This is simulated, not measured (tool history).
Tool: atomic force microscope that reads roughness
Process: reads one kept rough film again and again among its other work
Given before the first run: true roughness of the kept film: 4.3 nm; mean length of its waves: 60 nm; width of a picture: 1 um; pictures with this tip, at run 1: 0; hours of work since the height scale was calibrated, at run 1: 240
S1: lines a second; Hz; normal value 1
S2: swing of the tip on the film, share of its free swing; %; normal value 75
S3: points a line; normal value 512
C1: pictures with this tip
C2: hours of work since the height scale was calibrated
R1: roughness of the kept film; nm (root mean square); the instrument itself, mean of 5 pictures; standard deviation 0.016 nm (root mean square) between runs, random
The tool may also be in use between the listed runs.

run,hour,S1,S2,S3,C1,C2,R1
1,0,1,75,512,0,240,3.851
2,9.7,0.66,75,512,15,248,3.917
3,24,1,75,512,36,259,3.795
4,32.8,1,75,751,50,265,3.794
5,44.7,1,75,751,68,274,3.78
6,51.2,1,75,751,78,279,3.754
7,65.8,1,75,751,100,290,3.741
8,78.1,1,68,512,119,300,3.825
9,90.9,1,68,512,139,310,3.831
10,98,1,75,512,150,315,3.735
11,109.3,1,75,512,167,324,3.727
12,120.1,1,75,512,183,332,3.716
13,129.3,1,75,512,198,339,3.675
14,143.8,1,75,512,220,350,3.644
15,150.8,1,75,512,230,355,3.679
16,161.8,1,75,512,247,364,3.665
17,171.6,1,75,512,262,371,3.648
18,182.4,1,75,512,279,379,3.632
19,188.9,1,75,512,289,384,3.605
# hour 192.8: new tip fitted
20,195.8,1,75,512,4,389,3.807
21,204.8,1,75,512,18,396,3.807
22,216.9,0.85,75,512,37,405,3.828
23,231.5,1,75,512,59,417,3.775
24,246.3,1,62,512,82,428,3.915
25,260.1,1,62,512,103,438,3.921
26,268.5,1,75,853,116,445,3.73
27,282,1,75,853,136,455,3.688
28,295.9,1.56,66,353,158,466,3.723
29,303.3,0.62,88,381,169,471,3.667
30,313.6,3.68,81,501,185,479,2.818
31,324.7,0.78,75,595,201,488,3.707
# hour 326.4: height scale calibrated on a step standard
32,337.6,1.96,75,576,220,9,3.426
33,343.8,1.96,75,551,229,13,3.414
34,357.3,1,76,487,250,24,3.618
35,369.5,1,76,487,269,33,3.614
36,383.1,0.5,65,282,289,43,3.835
# hour 387: new tip fitted
37,396.2,0.5,65,282,14,53,4
38,405.1,0.5,63,472,27,60,4.036
# hour 409.3: height scale calibrated on a step standard, once more
39,420.4,1.65,60,512,49,9,3.897
40,432.4,2.36,64,477,67,18,3.715
41,442.7,1,86,311,83,26,3.566
42,449.2,1.13,75,765,93,30,3.693
43,457.9,0.53,83,348,106,37,3.838
44,472.9,1.55,83,348,129,49,3.416
45,487.7,1.55,83,348,152,60,3.401
46,497.3,1.55,83,348,167,67,3.376
47,504.2,1.76,73,305,177,72,3.554
48,518.5,1.76,73,483,199,83,3.566
49,531.4,1.76,73,483,219,93,3.55
50,544.6,1,70,389,239,103,3.769
51,553.2,1,70,389,252,110,3.739
52,564.5,3.75,59,512,269,118,3.53

Forecast each of these 5 alternatives for the next run:
A,576.2,0.74,59,416,287,127,?
B,576.2,0.55,61,683,287,127,?
C,576.2,3.91,75,512,287,127,?
D,576.2,2.21,59,512,287,127,?
E,576.2,1,63,456,287,127,?

run,R1
A,3.869
B,3.849
C,2.993
D,3.688
E,3.788
The same runs, with their run-to-run variation unchanged, on a tool lacking any hidden condition would have given:
run,R1
A,4.071
B,4.049
C,3.149
D,3.879
E,3.984
